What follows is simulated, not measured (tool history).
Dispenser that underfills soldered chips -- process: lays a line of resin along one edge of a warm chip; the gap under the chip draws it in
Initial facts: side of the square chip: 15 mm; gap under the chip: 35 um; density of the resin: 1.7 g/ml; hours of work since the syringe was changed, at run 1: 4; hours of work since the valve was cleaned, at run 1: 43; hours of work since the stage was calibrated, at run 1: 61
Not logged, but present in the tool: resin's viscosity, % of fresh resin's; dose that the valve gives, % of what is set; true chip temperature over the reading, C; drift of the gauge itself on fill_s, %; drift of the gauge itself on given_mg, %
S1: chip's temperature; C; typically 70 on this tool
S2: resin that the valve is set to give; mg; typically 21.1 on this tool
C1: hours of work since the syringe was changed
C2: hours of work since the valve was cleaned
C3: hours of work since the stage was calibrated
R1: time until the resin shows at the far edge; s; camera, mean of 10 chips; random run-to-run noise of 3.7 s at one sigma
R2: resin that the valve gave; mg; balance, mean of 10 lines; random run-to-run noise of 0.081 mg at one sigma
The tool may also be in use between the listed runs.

| run | hour | S1 | S2 | C1 | C2 | C3 | R1 | R2 |
|---|---|---|---|---|---|---|---|---|
| 1 | 0.0 | 70 | 21.1 | 4 | 43 | 61 | 428.8 | 20.81 |
|  | 3.3 | new syringe of resin |
| 2 | 4.6 | 70 | 21.1 | 1 | 46 | 64 | 384.5 | 20.85 |
| 3 | 9.5 | 70 | 18.3 | 5 | 50 | 68 | 453.1 | 18.07 |
|  | 11.4 | new syringe of resin |
| 4 | 18.5 | 70 | 21.1 | 6 | 56 | 74 | 445.7 | 20.65 |
|  | 19.3 | new syringe of resin |
| 5 | 23.4 | 70 | 22.9 | 3 | 60 | 78 | 421.5 | 22.43 |
|  | 27.5 | dispensing valve cleaned and set on the balance |
|  | 28.4 | new syringe of resin |
| 6 | 31.0 | 68 | 21.1 | 2 | 3 | 83 | 437.1 | 21.11 |
| 7 | 35.8 | 68 | 21.1 | 6 | 6 | 87 | 508.9 | 21.16 |
|  | 36.6 | new syringe of resin |
| 8 | 41.9 | 68 | 21.1 | 4 | 11 | 91 | 472.2 | 20.99 |
|  | 45.0 | new syringe of resin |
| 9 | 51.0 | 70 | 21.1 | 5 | 17 | 98 | 449.7 | 20.95 |
|  | 53.4 | new syringe of resin |
| 10 | 60.2 | 70 | 21.1 | 5 | 24 | 105 | 462.6 | 20.85 |
|  | 61.4 | new syringe of resin |
| 11 | 64.8 | 70 | 21.1 | 3 | 28 | 108 | 415.0 | 20.83 |
|  | 69.3 | new syringe of resin |
| 12 | 69.5 | 70 | 21.1 | 0 | 31 | 111 | 382.0 | 20.97 |
|  | 77.7 | new syringe of resin |
| 13 | 77.7 | 72 | 21.1 | 0 | 37 | 118 | 345.4 | 20.73 |
| 14 | 82.0 | 56 | 21.1 | 3 | 40 | 121 | 866.9 | 20.71 |
|  | 85.9 | new syringe of resin |
| 15 | 88.6 | 70 | 19.3 | 2 | 45 | 126 | 421.5 | 19.08 |
| 16 | 92.3 | 70 | 24.6 | 5 | 48 | 129 | 447.3 | 24.27 |
|  | 93.7 | new syringe of resin |
| 17 | 100.8 | 70 | 21.1 | 5 | 54 | 135 | 460.1 | 20.62 |
|  | 101.9 | new syringe of resin |
| 18 | 107.2 | 70 | 21.1 | 4 | 59 | 140 | 446.9 | 20.61 |
|  | 110.0 | new syringe of resin |
|  | 112.7 | dispensing valve cleaned and set on the balance |
| 19 | 114.8 | 59 | 21.1 | 3 | 2 | 144 | 750.6 | 21.05 |
|  | 118.9 | new syringe of resin |
| 20 | 119.2 | 82 | 19.9 | 0 | 5 | 148 | 221.4 | 19.85 |
| 21 | 123.1 | 61 | 19.2 | 3 | 8 | 151 | 672.3 | 19.14 |
|  | 127.3 | new syringe of resin |
| 22 | 128.7 | 63 | 23.2 | 1 | 12 | 155 | 562.1 | 23.11 |
| 23 | 132.5 | 58 | 19.2 | 4 | 15 | 158 | 847.1 | 19.00 |
|  | 135.7 | new syringe of resin |
| 24 | 140.0 | 58 | 19.2 | 3 | 20 | 163 | 788.9 | 18.97 |
|  | 143.9 | new syringe of resin |
| 25 | 146.1 | 70 | 18.3 | 2 | 25 | 168 | 426.5 | 18.11 |
|  | 151.7 | new syringe of resin |
| 26 | 152.5 | 63 | 25.9 | 1 | 29 | 172 | 538.3 | 25.58 |
| 27 | 157.5 | 63 | 25.9 | 4 | 33 | 176 | 610.2 | 25.62 |
|  | 159.9 | new syringe of resin |
| 28 | 166.3 | 63 | 25.9 | 5 | 40 | 183 | 641.2 | 25.49 |
|  | 168.1 | new syringe of resin |
| 29 | 174.1 | 70 | 24.8 | 5 | 46 | 189 | 443.2 | 24.38 |
|  | 176.2 | new syringe of resin |
| 30 | 182.0 | 70 | 24.8 | 4 | 52 | 194 | 446.7 | 24.18 |
|  | 184.2 | new syringe of resin |
| 31 | 191.0 | 74 | 20.5 | 5 | 58 | 201 | 395.0 | 20.00 |
|  | 192.1 | new syringe of resin |
|  | 197.5 | dispensing valve cleaned and set on the balance |
| 32 | 199.7 | 70 | 22.2 | 5 | 2 | 207 | 458.9 | 22.15 |
|  | 201.1 | new syringe of resin |
|  | 209.0 | new syringe of resin |
| 33 | 209.2 | 70 | 22.2 | 0 | 9 | 214 | 390.5 | 22.16 |
|  | 217.1 | new syringe of resin |
| 34 | 217.6 | 75 | 21.1 | 0 | 15 | 220 | 317.9 | 21.03 |
| 35 | 223.2 | 75 | 21.1 | 5 | 19 | 224 | 365.2 | 20.94 |

A few steps of R1 between consecutive runs. Split each: what settings, incoming material and random variation would produce without the hidden state, and what is left over for the hidden state, along with gauge scatter present in only one of the two compared results (measured, and without hidden state):
Run 13 -> 14: S1 72 -> 56. R1 +521.5 s: hidden state +114.3, all else +407.2.
Run 19 -> 20: S1 59 -> 82, S2 21.1 -> 19.9, new syringe of resin. R1 -529.2 s: hidden state -101.4, all else -427.8.
Run 20 -> 21: S1 82 -> 61, S2 19.9 -> 19.2. R1 +450.9 s: hidden state +83.7, all else +367.2.
Run 22 -> 23: S1 63 -> 58, S2 23.2 -> 19.2. R1 +285.0 s: hidden state +101.2, all else +183.8.
